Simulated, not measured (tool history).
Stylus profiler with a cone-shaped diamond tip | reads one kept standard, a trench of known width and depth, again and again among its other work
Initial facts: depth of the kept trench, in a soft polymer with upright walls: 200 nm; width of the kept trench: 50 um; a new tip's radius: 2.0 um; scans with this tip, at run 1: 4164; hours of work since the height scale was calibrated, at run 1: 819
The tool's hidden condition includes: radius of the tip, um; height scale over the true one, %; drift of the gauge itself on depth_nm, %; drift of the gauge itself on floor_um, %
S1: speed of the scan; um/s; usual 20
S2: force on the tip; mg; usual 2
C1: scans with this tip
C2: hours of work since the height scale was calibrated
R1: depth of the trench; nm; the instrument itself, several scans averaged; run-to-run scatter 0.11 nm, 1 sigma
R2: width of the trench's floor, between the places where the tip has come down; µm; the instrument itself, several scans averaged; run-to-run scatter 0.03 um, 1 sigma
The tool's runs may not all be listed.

run 1 hour=0 | S1=20 S2=2 | C1=4164 C2=819 | R1=201.6 R2=47.98
run 2 hour=36 | S1=20 S2=2 | C1=4288 C2=843 | R1=201.58 R2=48.02
run 3 hour=70 | S1=20 S2=2 | C1=4405 C2=866 | R1=201.36 R2=48.01
run 4 hour=98.3 | S1=20 S2=2 | C1=4503 C2=885 | R1=201.54 R2=48.01
run 5 hour=119.8 | S1=20 S2=2 | C1=4577 C2=900 | R1=201.5 R2=47.97
run 6 hour=145.5 | S1=20 S2=2 | C1=4666 C2=917 | R1=201.47 R2=48.04
run 7 hour=173.1 | S1=20 S2=2 | C1=4761 C2=936 | R1=201.52 R2=47.99
run 8 hour=197.4 | S1=20 S2=3.13 | C1=4845 C2=952 | R1=202.27 R2=48.03
run 9 hour=215.8 | S1=20 S2=1.86 | C1=4908 C2=965 | R1=201.37 R2=48
run 10 hour=249.2 | S1=20 S2=1.86 | C1=5023 C2=988 | R1=201.15 R2=47.96
run 11 hour=287.3 | S1=20 S2=0.77 | C1=5155 C2=1013 | R1=200.15 R2=47.89
run 12 hour=315.7 | S1=20 S2=0.77 | C1=5253 C2=1033 | R1=200.3 R2=47.9
run 13 hour=333.7 | S1=20 S2=0.77 | C1=5315 C2=1045 | R1=200.19 R2=47.96
run 14 hour=354.2 | S1=10 S2=2 | C1=5385 C2=1059 | R1=201.25 R2=48.03
run 15 hour=372.8 | S1=10 S2=2 | C1=5449 C2=1071 | R1=201.28 R2=48.03
run 16 hour=397.5 | S1=10 S2=2 | C1=5535 C2=1088 | R1=201.28 R2=48.04
run 17 hour=419.4 | S1=20 S2=2 | C1=5610 C2=1103 | R1=201.4 R2=47.98
run 18 hour=437.3 | S1=20 S2=2 | C1=5672 C2=1115 | R1=201.06 R2=47.94
run 19 hour=472.9 | S1=20 S2=2 | C1=5795 C2=1139 | R1=201.38 R2=48.04
run 20 hour=497.5 | S1=20 S2=2 | C1=5880 C2=1156 | R1=201.53 R2=48.04
run 21 hour=532.6 | S1=20 S2=2 | C1=6000 C2=1180 | R1=201.17 R2=48
run 22 hour=572.5 | S1=20 S2=2 | C1=6138 C2=1207 | R1=200.97 R2=48.01
run 23 hour=606.9 | S1=20 S2=2 | C1=6257 C2=1230 | R1=201.09 R2=47.95
run 24 hour=637.4 | S1=5 S2=2.73 | C1=6362 C2=1251 | R1=201.77 R2=48.06
run 25 hour=677.6 | S1=73 S2=3.34 | C1=6500 C2=1278 | R1=202.03 R2=47.74
-- hour=681.4 height scale calibrated on a step standard
run 26 hour=710.5 | S1=73 S2=3.34 | C1=6612 C2=20 | R1=201.57 R2=47.75
run 27 hour=730.5 | S1=20 S2=0.84 | C1=6681 C2=33 | R1=199.59 R2=47.9
run 28 hour=762.6 | S1=20 S2=0.84 | C1=6792 C2=55 | R1=199.71 R2=47.9
run 29 hour=779.8 | S1=20 S2=1.73 | C1=6851 C2=67 | R1=200.53 R2=47.93
run 30 hour=816.5 | S1=10 S2=1.13 | C1=6978 C2=92 | R1=199.95 R2=47.99
run 31 hour=840 | S1=27 S2=1.37 | C1=7059 C2=108 | R1=200.25 R2=47.87
run 32 hour=875 | S1=42 S2=2 | C1=7179 C2=131 | R1=200.59 R2=47.85
-- hour=912.6 height scale calibrated on a step standard, once more
run 33 hour=913.5 | S1=42 S2=2 | C1=7310 C2=1 | R1=202.26 R2=47.79
run 34 hour=947.4 | S1=11 S2=0.69 | C1=7427 C2=24 | R1=201.12 R2=47.97
run 35 hour=983.9 | S1=48 S2=0.68 | C1=7553 C2=48 | R1=201.03 R2=47.53
run 36 hour=1011.1 | S1=48 S2=0.68 | C1=7647 C2=67 | R1=200.88 R2=47.57
run 37 hour=1048.6 | S1=6 S2=1.46 | C1=7776 C2=92 | R1=201.81 R2=48.01
run 38 hour=1073.3 | S1=6 S2=1.46 | C1=7862 C2=109 | R1=201.86 R2=48
run 39 hour=1101.1 | S1=6 S2=1.46 | C1=7957 C2=128 | R1=201.92 R2=48
run 40 hour=1118.8 | S1=6 S2=1.46 | C1=8018 C2=140 | R1=201.85 R2=47.92
run 41 hour=1144.7 | S1=6 S2=1.46 | C1=8108 C2=157 | R1=201.73 R2=47.97
run 42 hour=1175.1 | S1=11 S2=1.57 | C1=8213 C2=178 | R1=201.87 R2=47.98
run 43 hour=1213.2 | S1=9 S2=4.61 | C1=8344 C2=204 | R1=203.93 R2=47.98
run 44 hour=1244.2 | S1=9 S2=4.61 | C1=8451 C2=225 | R1=204.04 R2=47.96
run 45 hour=1268.5 | S1=28 S2=0.84 | C1=8534 C2=241 | R1=201.12 R2=47.81

Describe how what the log doesn't record of the tool's condition differs between the last listed run preceding each entry between runs and the first listed run following it.
After run 25, before run 26: height scale calibrated on a step standard (hour 681.4)
  height scale over the true one, %: -0.625 -> -0.816
  difference, measured minus the result without the unlogged condition, R1: -1.27 -> -1.66 nm; R2: -0.18 -> -0.18 µm
After run 32, before run 33: height scale calibrated on a step standard, once more (hour 912.6)
  height scale over the true one, %: -0.864 -> -0.009
  difference, measured minus the result without the unlogged condition, R1: -1.75 -> -0.02 nm; R2: -0.2 -> -0.2 µm

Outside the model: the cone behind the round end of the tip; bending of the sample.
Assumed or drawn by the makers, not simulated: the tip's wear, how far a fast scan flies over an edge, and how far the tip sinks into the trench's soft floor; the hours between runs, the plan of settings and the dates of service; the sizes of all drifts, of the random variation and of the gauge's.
